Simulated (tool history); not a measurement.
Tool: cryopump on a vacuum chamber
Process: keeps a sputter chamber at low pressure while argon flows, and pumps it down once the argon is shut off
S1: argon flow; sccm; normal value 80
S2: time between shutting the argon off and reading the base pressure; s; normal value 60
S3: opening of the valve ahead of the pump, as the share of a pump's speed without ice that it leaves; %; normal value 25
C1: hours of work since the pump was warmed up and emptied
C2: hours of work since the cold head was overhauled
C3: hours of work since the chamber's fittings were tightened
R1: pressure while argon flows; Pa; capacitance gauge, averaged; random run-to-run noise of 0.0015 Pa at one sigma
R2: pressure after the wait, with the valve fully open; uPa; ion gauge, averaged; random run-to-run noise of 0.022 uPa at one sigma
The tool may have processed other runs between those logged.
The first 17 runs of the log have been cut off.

run	hour	S1	S2	S3	C1	C2	C3	R1	R2
18	190.4	69	60	23	323	323	1333	0.3467	2.87
19	203.2	96	60	53	328	328	1339	0.2172	2.92
20	215	72	60	23	333	333	1344	0.3574	2.92
21	227.8	80	125	25	339	339	1349	0.3716	2.73
22	242.2	80	125	25	345	345	1356	0.3704	2.7
23	254.3	64	88	25	350	350	1361	0.2957	2.84
24	261.4	64	88	42	353	353	1364	0.1802	2.89
# hour 273.9: leaking fittings of the chamber tightened, without venting
25	274.8	64	88	42	358	358	0	0.1807	0.54
26	282.1	85	60	25	361	361	4	0.3951	0.62
27	288.9	137	60	42	364	364	6	0.3883	0.68
28	304.7	94	116	25	371	371	13	0.4349	0.45
29	312.3	94	116	37	374	374	16	0.3003	0.46
30	324.7	94	116	37	379	379	22	0.3027	0.48
31	339.2	80	25	25	386	386	28	0.3745	1.08
32	349.5	63	30	30	390	390	32	0.2447	1.04
33	361.2	63	30	30	395	395	37	0.2451	1
34	368.3	35	207	25	398	398	40	0.1616	0.47

4 ways to go on from here, each from the tool as it stands after run 34. What would each give?
A	381.5	34	60	25	404	404	46	?	?
B	381.5	139	102	50	404	404	46	?	?
C	381.5	80	60	23	404	404	46	?	?
D	381.5	137	24	46	404	404	46	?	?

run	R1	R2
A	0.1586	0.7
B	0.3387	0.59
C	0.3987	0.7
D	0.3608	1.21
Without the tool's hidden state the same runs would have given:
run	R1	R2
A	0.1511	0.53
B	0.308	0.41
C	0.3812	0.53
D	0.3304	1.04
